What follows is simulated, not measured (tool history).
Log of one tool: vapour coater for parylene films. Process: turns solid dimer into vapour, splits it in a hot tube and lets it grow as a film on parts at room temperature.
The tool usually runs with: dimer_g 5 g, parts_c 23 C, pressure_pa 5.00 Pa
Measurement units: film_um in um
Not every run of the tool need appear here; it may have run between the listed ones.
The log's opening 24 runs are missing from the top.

run    hour  dimer_g  parts_c  pressure_pa  hours of work since the trap's valve was overhauled  hours of work since the table's thermometer was calibrated  film_um
 25   918.3        5       30         9.56                                                  509                                                         509     2.88
 26   974.1        5       30         9.56                                                  533                                                         533     2.87
 27  1002.8        5       30         9.56                                                  546                                                         546     2.95
 28  1057.3        3       17         9.56                                                  570                                                         570     3.31
 29  1103.3        3       31         3.60                                                  590                                                         590     1.77
     1132.7  -- trap's valve overhauled
 30  1146.0        3       23         3.92                                                    6                                                         606     2.59
 31  1192.1        5       20         3.11                                                   26                                                         627     5.18
 32  1235.9        5       20         3.11                                                   45                                                         646     5.17
 33  1269.2        5       20         3.11                                                   60                                                         660     5.14
 34  1298.4        5       20         3.11                                                   72                                                         673     5.23
 35  1352.9        9       15         6.82                                                   96                                                         697    10.00
 36  1393.1        9       15         6.82                                                  114                                                         714     9.90
 37  1434.0        9       15         6.82                                                  131                                                         732     9.99
 38  1465.7        4       21        10.57                                                  145                                                         746     3.60
 39  1505.2        5       23         7.52                                                  162                                                         763     4.18
 40  1553.5        5       23         7.52                                                  184                                                         784     4.20
 41  1599.6        4       23         3.95                                                  204                                                         804     3.56
 42  1646.3        9       34         7.14                                                  224                                                         825     4.42
 43  1679.5        5       18        11.86                                                  238                                                         839     5.18
 44  1717.0        3       23         2.08                                                  255                                                         856     2.80
 45  1742.8        5       25         5.00                                                  266                                                         867     3.91
 46  1781.3        4       25         5.00                                                  283                                                         884     3.15
 47  1813.1        4       28         2.61                                                  297                                                         897     2.84

4 ways to go on from here, each from the tool as it stands after run 47. What would each give?
  A  1866.1        4       28         5.13                                                  320                                                         921        ?
  B  1866.1        5       21         2.13                                                  320                                                         921        ?
  C  1866.1        4       23         2.50                                                  320                                                         921        ?
  D  1866.1        3       28         2.61                                                  320                                                         921        ?

run  film_um
  A     2.67
  B     5.10
  C     3.63
  D     2.15
The same runs, with their run-to-run variation unchanged, on a tool lacking any hidden condition would have given:
run  film_um
  A     2.67
  B     5.10
  C     3.63
  D     2.14
